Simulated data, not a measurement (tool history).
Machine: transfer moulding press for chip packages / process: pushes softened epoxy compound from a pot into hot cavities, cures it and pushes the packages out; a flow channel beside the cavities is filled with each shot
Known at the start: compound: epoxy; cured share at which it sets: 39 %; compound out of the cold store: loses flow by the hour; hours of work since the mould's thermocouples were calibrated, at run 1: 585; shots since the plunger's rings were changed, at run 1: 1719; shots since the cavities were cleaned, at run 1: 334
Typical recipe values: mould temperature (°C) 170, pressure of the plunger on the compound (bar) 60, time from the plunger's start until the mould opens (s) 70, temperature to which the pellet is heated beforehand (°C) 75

run,hour,mould temperature (°C),pressure of the plunger on the compound (bar),time from the plunger's start until the mould opens (s),temperature to which the pellet is heated beforehand (°C),hours of work since the mould's thermocouples were calibrated,shots since the plunger's rings were changed,shots since the cavities were cleaned,incoming compound's hours out of the cold store,length that the compound runs in the flow channel (mm),greatest force on the pins that push the packages out (N)
1,0,170,60,70,75,585,1719,334,25.3,585,899
2,8.9,170,60,70,75,592,1854,469,37.1,547,935
3,18,169,60,70,75,598,1992,607,14.8,608,1097
4,29.6,169,60,70,75,606,2168,783,11.9,613,1178
# hour 32.1: cavities cleaned with cleaning compound and waxed
5,49.2,169,60,70,75,619,2442,259,17.5,593,876
6,65.8,169,60,70,75,631,2695,512,41.4,525,992
# hour 75.9: mould's thermocouples calibrated
7,77.5,170,60,70,75,1,2842,659,37,539,1027
# hour 89: cavities cleaned with cleaning compound and waxed
8,91.8,163,60,70,75,10,3037,44,26.5,578,984
9,111.9,163,60,70,75,25,3341,348,30.6,567,1480
# hour 117.2: plunger's sealing rings changed
10,125.6,170,60,70,75,33,127,518,19.5,609,1052
11,136.4,170,60,75,75,40,291,682,17.8,610,985
# hour 146.4: cavities cleaned with cleaning compound and waxed
12,151.8,170,60,70,75,50,501,81,10.5,629,717
13,165.2,170,60,70,75,60,705,285,35.9,556,897
14,173.7,170,60,70,75,66,834,414,22.6,596,1025
15,182.4,170,65.1,88,71,72,967,547,41.4,562,783
16,193.2,172,65.1,108,71,80,1129,709,36,575,771
# hour 200.4: cavities cleaned with cleaning compound and waxed
17,211.2,172,65.1,108,71,92,1380,164,17.3,622,546
18,222.8,170,60,70,80,100,1556,340,35,552,886
19,236.1,170,46.4,70,75,110,1759,543,16.5,529,1063
20,250.8,170,46.4,70,75,120,1981,765,31.9,488,1037
# hour 255.1: cavities cleaned with cleaning compound and waxed
21,271.1,167,48.9,56,71,133,2266,242,26.6,518,1711
22,290.9,176,48.9,72,72,148,2567,543,12.1,542,812
23,303.2,176,48.9,72,72,156,2753,729,8.4,551,870
# hour 309.6: cavities cleaned with cleaning compound and waxed
24,324.5,176,74.5,72,68,171,3055,227,34.3,598,654
25,332.8,176,52.6,82,75,176,3180,352,15.6,544,703
# hour 348.1: plunger's sealing rings changed
26,355.2,171,60,70,75,191,107,654,42.3,541,962
# hour 366: cavities cleaned with cleaning compound and waxed
27,373.8,170,60,94,75,203,366,117,24,593,546
28,386.9,170,60,94,75,212,566,317,42.1,540,670

For each run, the measured value with the value that run would have given without the tool's hidden condition subtracted. The run-to-run variation is shared by both, the gauge scatter possibly not:
What the log doesn't record here: true mould temperature over the reading, C; pressure that reaches the compound, % of what is set; grip of the stained cavities, % over clean ones'; drift of the gauge itself on flow_mm, %; drift of the gauge itself on push_out_n, %.
run,length that the compound runs in the flow channel (mm),greatest force on the pins that push the packages out (N)
1,-15,+374
2,-15,+428
3,-18,+525
4,-20,+582
5,-21,+315
6,-21,+460
7,-21,+531
8,-24,+161
9,-26,+676
10,-3,+522
11,-5,+513
12,-8,+155
13,-8,+382
14,-9,+484
15,-10,+397
16,-11,+399
17,-15,+179
18,-15,+384
19,-15,+523
20,-16,+543
21,-18,+675
22,-22,+406
23,-24,+451
24,-28,+253
25,-28,+320
26,-3,+489
27,-5,+154
28,-6,+295
